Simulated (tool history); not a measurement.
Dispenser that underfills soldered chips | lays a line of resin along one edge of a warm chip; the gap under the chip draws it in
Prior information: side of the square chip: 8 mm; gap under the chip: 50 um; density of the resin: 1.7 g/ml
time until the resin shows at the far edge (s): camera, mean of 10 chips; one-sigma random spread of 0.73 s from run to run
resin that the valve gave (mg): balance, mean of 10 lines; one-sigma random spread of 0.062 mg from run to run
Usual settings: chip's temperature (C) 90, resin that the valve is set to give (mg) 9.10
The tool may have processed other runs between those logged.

| run | day | chip's temperature (C) | resin that the valve is set to give (mg) | time until the resin shows at the far edge (s) | resin that the valve gave (mg) |
|---|---|---|---|---|---|
| 1 | 0.000 | 90 | 9.10 | 75.8 | 9.07 |
| 2 | 0.133 | 90 | 9.24 | 87.9 | 9.16 |
| 3 | 0.333 | 90 | 9.24 | 76.6 | 9.24 |
| 4 | 0.646 | 87 | 9.10 | 85.3 | 8.96 |
| 5 | 0.917 | 87 | 9.10 | 76.4 | 8.95 |
| 6 | 1.067 | 87 | 9.10 | 89.5 | 8.97 |
| 7 | 1.379 | 87 | 9.10 | 86.7 | 8.84 |
| 8 | 1.600 | 90 | 9.10 | 71.3 | 8.82 |
| 9 | 1.858 | 90 | 9.10 | 91.9 | 8.80 |
| 10 | 2.004 | 90 | 9.10 | 75.1 | 8.81 |
| 11 | 2.258 | 90 | 9.10 | 69.9 | 8.75 |
| 12 | 2.575 | 90 | 9.10 | 70.3 | 8.90 |
| 13 | 2.742 | 90 | 9.10 | 82.0 | 8.70 |
| 14 | 2.888 | 90 | 9.10 | 93.1 | 8.76 |
| 15 | 3.146 | 90 | 9.10 | 84.1 | 8.67 |
| 16 | 3.425 | 95 | 9.10 | 70.6 | 8.62 |
| 17 | 3.750 | 97 | 9.10 | 64.6 | 8.52 |
| 18 | 3.967 | 96 | 9.10 | 59.5 | 8.51 |
| 19 | 4.183 | 93 | 9.10 | 76.1 | 9.00 |
| 20 | 4.388 | 100 | 10.05 | 52.4 | 9.97 |
| 21 | 4.608 | 92 | 9.56 | 84.2 | 9.42 |
| 22 | 4.879 | 90 | 9.32 | 82.9 | 9.27 |
| 23 | 5.121 | 90 | 9.32 | 78.4 | 9.21 |
| 24 | 5.383 | 82 | 11.74 | 93.6 | 11.61 |
| 25 | 5.712 | 82 | 11.74 | 91.2 | 11.39 |
| 26 | 5.975 | 93 | 9.58 | 81.0 | 9.31 |
| 27 | 6.158 | 92 | 9.49 | 71.7 | 9.14 |
| 28 | 6.471 | 87 | 9.71 | 82.9 | 9.41 |
| 29 | 6.800 | 87 | 9.71 | 84.7 | 9.40 |
| 30 | 7.042 | 87 | 9.71 | 77.1 | 9.40 |
| 31 | 7.350 | 87 | 9.71 | 101.3 | 9.28 |
| 32 | 7.562 | 89 | 11.56 | 82.6 | 11.08 |
| 33 | 7.792 | 88 | 10.44 | 76.9 | 10.00 |
| 34 | 8.100 | 88 | 10.44 | 76.4 | 9.95 |
| 35 | 8.362 | 88 | 10.44 | 97.1 | 9.91 |
| 36 | 8.662 | 88 | 8.33 | 92.2 | 7.87 |

Removed from this log: 26 entries logged between the listed runs. Between which two listed runs does each belong, and how does the tool's hidden state at the listed run before it compare with that at the listed run after it?
In the gap between runs 2 and 3: new syringe of resin (day 0.217)
  resin's viscosity, % of fresh resin's: 127 -> 110.3; dose that the valve gives, % of what is set: 98.88 -> 98.65; true chip temperature over the reading, C: -0.89 -> -0.91
  measured minus no-state result, time until the resin shows at the far edge (s): +20.7 -> +9.2; resin that the valve gave (mg): -0.10 -> -0.13
In the gap between runs 3 and 4: new syringe of resin (day 0.550)
  resin's viscosity, % of fresh resin's: 110.3 -> 111.5; dose that the valve gives, % of what is set: 98.65 -> 98.3; true chip temperature over the reading, C: -0.91 -> -0.94
  measured minus no-state result, time until the resin shows at the far edge (s): +9.2 -> +11.2; resin that the valve gave (mg): -0.13 -> -0.16
In the gap between runs 4 and 5: new syringe of resin (day 0.883)
  resin's viscosity, % of fresh resin's: 111.5 -> 101.9; dose that the valve gives, % of what is set: 98.3 -> 97.98; true chip temperature over the reading, C: -0.94 -> -0.97
  measured minus no-state result, time until the resin shows at the far edge (s): +11.2 -> +3.8; resin that the valve gave (mg): -0.16 -> -0.19
In the gap between runs 6 and 7: new syringe of resin (day 1.217)
  resin's viscosity, % of fresh resin's: 116.5 -> 114.4; dose that the valve gives, % of what is set: 97.77 -> 97.38; true chip temperature over the reading, C: -0.98 -> -1.01
  measured minus no-state result, time until the resin shows at the far edge (s): +15.2 -> +13.6; resin that the valve gave (mg): -0.21 -> -0.24
In the gap between runs 7 and 8: new syringe of resin (day 1.558)
  resin's viscosity, % of fresh resin's: 114.4 -> 103.6; dose that the valve gives, % of what is set: 97.38 -> 97.13; true chip temperature over the reading, C: -1.01 -> -1.03
  measured minus no-state result, time until the resin shows at the far edge (s): +13.6 -> +4.8; resin that the valve gave (mg): -0.24 -> -0.26
In the gap between runs 9 and 10: new syringe of resin (day 1.888)
  resin's viscosity, % of fresh resin's: 131.3 -> 109.8; dose that the valve gives, % of what is set: 96.79 -> 96.62; true chip temperature over the reading, C: -1.05 -> -1.07
  measured minus no-state result, time until the resin shows at the far edge (s): +24.5 -> +9.2; resin that the valve gave (mg): -0.29 -> -0.31
In the gap between runs 10 and 11: new syringe of resin (day 2.233)
  resin's viscosity, % of fresh resin's: 109.8 -> 101.3; dose that the valve gives, % of what is set: 96.62 -> 96.31; true chip temperature over the reading, C: -1.07 -> -1.09
  measured minus no-state result, time until the resin shows at the far edge (s): +9.2 -> +3.5; resin that the valve gave (mg): -0.31 -> -0.34
In the gap between runs 11 and 12: new syringe of resin (day 2.575)
  resin's viscosity, % of fresh resin's: 101.3 -> 101.1; dose that the valve gives, % of what is set: 96.31 -> 95.96; true chip temperature over the reading, C: -1.09 -> -1.12
  measured minus no-state result, time until the resin shows at the far edge (s): +3.5 -> +3.4; resin that the valve gave (mg): -0.34 -> -0.37
In the gap between runs 14 and 15: new syringe of resin (day 2.925)
  resin's viscosity, % of fresh resin's: 134.6 -> 121.2; dose that the valve gives, % of what is set: 95.55 -> 95.25; true chip temperature over the reading, C: -1.15 -> -1.17
  measured minus no-state result, time until the resin shows at the far edge (s): +26.6 -> +17.6; resin that the valve gave (mg): -0.41 -> -0.44
In the gap between runs 15 and 16: new syringe of resin (day 3.258)
  resin's viscosity, % of fresh resin's: 121.2 -> 118.8; dose that the valve gives, % of what is set: 95.25 -> 94.92; true chip temperature over the reading, C: -1.17 -> -1.2
  measured minus no-state result, time until the resin shows at the far edge (s): +17.6 -> +13.5; resin that the valve gave (mg): -0.44 -> -0.46
In the gap between runs 16 and 17: new syringe of resin (day 3.608)
  resin's viscosity, % of fresh resin's: 118.8 -> 115; dose that the valve gives, % of what is set: 94.92 -> 94.52; true chip temperature over the reading, C: -1.2 -> -1.23
  measured minus no-state result, time until the resin shows at the far edge (s): +13.5 -> +10.8; resin that the valve gave (mg): -0.46 -> -0.49
In the gap between runs 17 and 18: new syringe of resin (day 3.958)
  resin's viscosity, % of fresh resin's: 115 -> 100.9; dose that the valve gives, % of what is set: 94.52 -> 94.27; true chip temperature over the reading, C: -1.23 -> -1.25
  measured minus no-state result, time until the resin shows at the far edge (s): +10.8 -> +3.1; resin that the valve gave (mg): -0.49 -> -0.52
In the gap between runs 18 and 19: dispensing valve cleaned and set on the balance (day 4.058)
  resin's viscosity, % of fresh resin's: 100.9 -> 118.5; dose that the valve gives, % of what is set: 94.27 -> 99.86; true chip temperature over the reading, C: -1.25 -> -1.26
  measured minus no-state result, time until the resin shows at the far edge (s): +3.1 -> +14.3; resin that the valve gave (mg): -0.52 -> -0.02
In the gap between runs 19 and 20: new syringe of resin (day 4.338)
  resin's viscosity, % of fresh resin's: 118.5 -> 103.7; dose that the valve gives, % of what is set: 99.86 -> 99.62; true chip temperature over the reading, C: -1.26 -> -1.28
  measured minus no-state result, time until the resin shows at the far edge (s): +14.3 -> +3.8; resin that the valve gave (mg): -0.02 -> -0.04
In the gap between runs 21 and 22: new syringe of resin (day 4.679)
  resin's viscosity, % of fresh resin's: 127 -> 119.8; dose that the valve gives, % of what is set: 99.36 -> 99.03; true chip temperature over the reading, C: -1.3 -> -1.33
  measured minus no-state result, time until the resin shows at the far edge (s): +20.6 -> +16.5; resin that the valve gave (mg): -0.06 -> -0.09
In the gap between runs 22 and 23: new syringe of resin (day 5.012)
  resin's viscosity, % of fresh resin's: 119.8 -> 112.4; dose that the valve gives, % of what is set: 99.03 -> 98.76; true chip temperature over the reading, C: -1.33 -> -1.35
  measured minus no-state result, time until the resin shows at the far edge (s): +16.5 -> +11.6; resin that the valve gave (mg): -0.09 -> -0.11
In the gap between runs 23 and 24: new syringe of resin (day 5.342)
  resin's viscosity, % of fresh resin's: 112.4 -> 104.4; dose that the valve gives, % of what is set: 98.76 -> 98.45; true chip temperature over the reading, C: -1.35 -> -1.37
  measured minus no-state result, time until the resin shows at the far edge (s): +11.6 -> +7.9; resin that the valve gave (mg): -0.11 -> -0.18
In the gap between runs 24 and 25: new syringe of resin (day 5.683)
  resin's viscosity, % of fresh resin's: 104.4 -> 101.5; dose that the valve gives, % of what is set: 98.45 -> 98.06; true chip temperature over the reading, C: -1.37 -> -1.4
  measured minus no-state result, time until the resin shows at the far edge (s): +7.9 -> +5.4; resin that the valve gave (mg): -0.18 -> -0.23
In the gap between runs 26 and 27: new syringe of resin (day 6.038)
  resin's viscosity, % of fresh resin's: 129.2 -> 112.9; dose that the valve gives, % of what is set: 97.71 -> 97.5; true chip temperature over the reading, C: -1.43 -> -1.44
  measured minus no-state result, time until the resin shows at the far edge (s): +21.1 -> +11.1; resin that the valve gave (mg): -0.21 -> -0.24
In the gap between runs 27 and 28: new syringe of resin (day 6.371)
  resin's viscosity, % of fresh resin's: 112.9 -> 109.9; dose that the valve gives, % of what is set: 97.5 -> 97.13; true chip temperature over the reading, C: -1.44 -> -1.47
  measured minus no-state result, time until the resin shows at the far edge (s): +11.1 -> +11.0; resin that the valve gave (mg): -0.24 -> -0.28
In the gap between runs 28 and 29: new syringe of resin (day 6.700)
  resin's viscosity, % of fresh resin's: 109.9 -> 110.3; dose that the valve gives, % of what is set: 97.13 -> 96.7; true chip temperature over the reading, C: -1.47 -> -1.5
  measured minus no-state result, time until the resin shows at the far edge (s): +11.0 -> +11.7; resin that the valve gave (mg): -0.28 -> -0.32
In the gap between runs 29 and 30: new syringe of resin (day 7.042)
  resin's viscosity, % of fresh resin's: 110.3 -> 99.9; dose that the valve gives, % of what is set: 96.7 -> 96.42; true chip temperature over the reading, C: -1.5 -> -1.52
  measured minus no-state result, time until the resin shows at the far edge (s): +11.7 -> +3.7; resin that the valve gave (mg): -0.32 -> -0.35
In the gap between runs 31 and 32: new syringe of resin (day 7.388)
  resin's viscosity, % of fresh resin's: 132.1 -> 115.9; dose that the valve gives, % of what is set: 96.03 -> 95.8; true chip temperature over the reading, C: -1.55 -> -1.57
  measured minus no-state result, time until the resin shows at the far edge (s): +28.5 -> +14.8; resin that the valve gave (mg): -0.38 -> -0.48
In the gap between runs 32 and 33: new syringe of resin (day 7.742)
  resin's viscosity, % of fresh resin's: 115.9 -> 103.9; dose that the valve gives, % of what is set: 95.8 -> 95.51; true chip temperature over the reading, C: -1.57 -> -1.59
  measured minus no-state result, time until the resin shows at the far edge (s): +14.8 -> +6.7; resin that the valve gave (mg): -0.48 -> -0.47
In the gap between runs 33 and 34: new syringe of resin (day 8.092)
  resin's viscosity, % of fresh resin's: 103.9 -> 102.4; dose that the valve gives, % of what is set: 95.51 -> 95.14; true chip temperature over the reading, C: -1.59 -> -1.62
  measured minus no-state result, time until the resin shows at the far edge (s): +6.7 -> +5.6; resin that the valve gave (mg): -0.47 -> -0.51
In the gap between runs 35 and 36: new syringe of resin (day 8.446)
  resin's viscosity, % of fresh resin's: 130.1 -> 122.1; dose that the valve gives, % of what is set: 94.81 -> 94.47; true chip temperature over the reading, C: -1.64 -> -1.67
  measured minus no-state result, time until the resin shows at the far edge (s): +26.5 -> +21.2; resin that the valve gave (mg): -0.54 -> -0.45
